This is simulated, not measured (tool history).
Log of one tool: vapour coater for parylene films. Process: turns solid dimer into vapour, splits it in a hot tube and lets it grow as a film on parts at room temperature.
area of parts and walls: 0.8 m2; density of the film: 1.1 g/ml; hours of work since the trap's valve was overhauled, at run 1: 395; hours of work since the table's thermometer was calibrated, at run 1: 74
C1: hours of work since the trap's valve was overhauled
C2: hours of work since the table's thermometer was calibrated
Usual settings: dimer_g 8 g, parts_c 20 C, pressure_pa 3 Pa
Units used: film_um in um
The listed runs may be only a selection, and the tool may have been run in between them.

{"run": 1, "day": 0.0, "dimer_g": 8, "parts_c": 20, "pressure_pa": 3, "C1": 395, "C2": 74, "film_um": 5.75}
{"run": 2, "day": 0.471, "dimer_g": 8, "parts_c": 20, "pressure_pa": 3, "C1": 401, "C2": 81, "film_um": 5.77}
{"run": 3, "day": 1.175, "dimer_g": 8, "parts_c": 20, "pressure_pa": 3, "C1": 411, "C2": 90, "film_um": 5.82}
{"run": 4, "day": 1.562, "dimer_g": 8, "parts_c": 15, "pressure_pa": 3, "C1": 416, "C2": 95, "film_um": 6.27}
{"run": 5, "day": 2.396, "dimer_g": 8, "parts_c": 20, "pressure_pa": 3, "C1": 427, "C2": 107, "film_um": 5.69}
{"run": 6, "day": 3.138, "dimer_g": 8, "parts_c": 20, "pressure_pa": 3, "C1": 438, "C2": 117, "film_um": 5.64}
{"run": 7, "day": 3.862, "dimer_g": 8, "parts_c": 20, "pressure_pa": 3, "C1": 447, "C2": 127, "film_um": 5.67}
{"run": 8, "day": 4.2, "dimer_g": 8, "parts_c": 20, "pressure_pa": 3, "C1": 452, "C2": 131, "film_um": 5.64}
{"run": 9, "day": 4.667, "dimer_g": 8, "parts_c": 20, "pressure_pa": 3, "C1": 458, "C2": 138, "film_um": 5.63}
{"run": 10, "day": 5.217, "dimer_g": 8, "parts_c": 20, "pressure_pa": 3.37, "C1": 466, "C2": 145, "film_um": 5.51}
{"run": 11, "day": 5.617, "dimer_g": 8, "parts_c": 20, "pressure_pa": 5.91, "C1": 471, "C2": 151, "film_um": 5.15}
{"run": 12, "day": 6.042, "dimer_g": 8, "parts_c": 20, "pressure_pa": 9.44, "C1": 477, "C2": 157, "film_um": 4.73}
{"run": 13, "day": 6.579, "dimer_g": 8, "parts_c": 20, "pressure_pa": 4.95, "C1": 484, "C2": 164, "film_um": 5.26}
{"run": 14, "day": 7.175, "dimer_g": 8, "parts_c": 20, "pressure_pa": 4.95, "C1": 493, "C2": 172, "film_um": 5.21}
{"day": 7.858, "done": "trap's valve overhauled"}
{"run": 15, "day": 7.954, "dimer_g": 8, "parts_c": 20, "pressure_pa": 4.95, "C1": 1, "C2": 180, "film_um": 5.89}
{"run": 16, "day": 8.542, "dimer_g": 8, "parts_c": 20, "pressure_pa": 4.95, "C1": 9, "C2": 188, "film_um": 5.84}
{"run": 17, "day": 8.958, "dimer_g": 8, "parts_c": 20, "pressure_pa": 4.95, "C1": 15, "C2": 194, "film_um": 5.86}
{"run": 18, "day": 9.696, "dimer_g": 8, "parts_c": 20, "pressure_pa": 6.1, "C1": 25, "C2": 204, "film_um": 5.59}
{"run": 19, "day": 10.354, "dimer_g": 7, "parts_c": 20, "pressure_pa": 6.1, "C1": 34, "C2": 213, "film_um": 4.93}
{"run": 20, "day": 10.8, "dimer_g": 7, "parts_c": 20, "pressure_pa": 6.1, "C1": 40, "C2": 219, "film_um": 4.91}
{"run": 21, "day": 11.304, "dimer_g": 7, "parts_c": 20, "pressure_pa": 6.1, "C1": 47, "C2": 226, "film_um": 4.95}
{"run": 22, "day": 11.733, "dimer_g": 7, "parts_c": 20, "pressure_pa": 6.1, "C1": 53, "C2": 232, "film_um": 4.92}
{"day": 11.812, "done": "table's thermometer calibrated"}
{"run": 23, "day": 12.575, "dimer_g": 8, "parts_c": 32, "pressure_pa": 3, "C1": 64, "C2": 10, "film_um": 4.93}
{"run": 24, "day": 13.088, "dimer_g": 8, "parts_c": 16, "pressure_pa": 7.29, "C1": 71, "C2": 17, "film_um": 5.84}
{"run": 25, "day": 13.792, "dimer_g": 9, "parts_c": 29, "pressure_pa": 4.57, "C1": 80, "C2": 27, "film_um": 5.54}
{"run": 26, "day": 14.325, "dimer_g": 11, "parts_c": 20, "pressure_pa": 4.57, "C1": 88, "C2": 34, "film_um": 8.02}
{"day": 14.908, "done": "table's thermometer calibrated, once more"}
{"run": 27, "day": 14.908, "dimer_g": 3, "parts_c": 20, "pressure_pa": 4.79, "C1": 95, "C2": 0, "film_um": 2.18}
{"run": 28, "day": 15.554, "dimer_g": 3, "parts_c": 30, "pressure_pa": 9.61, "C1": 104, "C2": 9, "film_um": 1.63}
{"run": 29, "day": 16.096, "dimer_g": 3, "parts_c": 30, "pressure_pa": 9.61, "C1": 111, "C2": 16, "film_um": 1.59}
{"run": 30, "day": 16.442, "dimer_g": 8, "parts_c": 28, "pressure_pa": 2.67, "C1": 116, "C2": 21, "film_um": 5.39}
{"run": 31, "day": 16.883, "dimer_g": 8, "parts_c": 18, "pressure_pa": 5.32, "C1": 122, "C2": 27, "film_um": 5.91}
{"run": 32, "day": 17.412, "dimer_g": 7, "parts_c": 20, "pressure_pa": 3, "C1": 129, "C2": 34, "film_um": 5.39}
{"run": 33, "day": 17.812, "dimer_g": 7, "parts_c": 16, "pressure_pa": 4.62, "C1": 135, "C2": 40, "film_um": 5.43}
{"run": 34, "day": 18.321, "dimer_g": 10, "parts_c": 20, "pressure_pa": 7.07, "C1": 142, "C2": 47, "film_um": 6.81}
{"run": 35, "day": 18.962, "dimer_g": 10, "parts_c": 29, "pressure_pa": 11.6, "C1": 150, "C2": 55, "film_um": 5.24}
{"run": 36, "day": 19.354, "dimer_g": 4, "parts_c": 31, "pressure_pa": 6.39, "C1": 156, "C2": 61, "film_um": 2.17}
{"run": 37, "day": 20.05, "dimer_g": 8, "parts_c": 26, "pressure_pa": 3, "C1": 165, "C2": 70, "film_um": 5.4}
{"run": 38, "day": 20.475, "dimer_g": 12, "parts_c": 21, "pressure_pa": 2.1, "C1": 171, "C2": 76, "film_um": 9.35}
{"run": 39, "day": 21.021, "dimer_g": 12, "parts_c": 22, "pressure_pa": 2.34, "C1": 178, "C2": 83, "film_um": 8.99}
{"run": 40, "day": 21.404, "dimer_g": 12, "parts_c": 22, "pressure_pa": 2.34, "C1": 184, "C2": 89, "film_um": 9.14}
{"run": 41, "day": 21.938, "dimer_g": 12, "parts_c": 22, "pressure_pa": 2.34, "C1": 191, "C2": 96, "film_um": 9.04}
{"run": 42, "day": 22.388, "dimer_g": 7, "parts_c": 20, "pressure_pa": 7.48, "C1": 197, "C2": 102, "film_um": 4.66}
{"run": 43, "day": 22.788, "dimer_g": 7, "parts_c": 20, "pressure_pa": 7.48, "C1": 203, "C2": 108, "film_um": 4.65}
{"run": 44, "day": 23.433, "dimer_g": 7, "parts_c": 20, "pressure_pa": 7.48, "C1": 211, "C2": 116, "film_um": 4.57}

5 options for the next run, each taken on its own from the tool as it stands now. Forecast them:
{"run": "A", "day": 24.246, "dimer_g": 8, "parts_c": 20, "pressure_pa": 2.97, "C1": 222, "C2": 127, "film_um": "?"}
{"run": "B", "day": 24.246, "dimer_g": 12, "parts_c": 20, "pressure_pa": 3, "C1": 222, "C2": 127, "film_um": "?"}
{"run": "C", "day": 24.246, "dimer_g": 3, "parts_c": 17, "pressure_pa": 7.48, "C1": 222, "C2": 127, "film_um": "?"}
{"run": "D", "day": 24.246, "dimer_g": 4, "parts_c": 19, "pressure_pa": 9.78, "C1": 222, "C2": 127, "film_um": "?"}
{"run": "E", "day": 24.246, "dimer_g": 8, "parts_c": 12, "pressure_pa": 6.34, "C1": 222, "C2": 127, "film_um": "?"}

run=A film_um=6.07
run=B film_um=9.11
run=C film_um=2.1
run=D film_um=2.58
run=E film_um=6.27
The same runs, with their run-to-run variation unchanged, on a tool lacking any hidden condition would have given:
run=A film_um=6.48
run=B film_um=9.72
run=C film_um=2.24
run=D film_um=2.76
run=E film_um=6.69
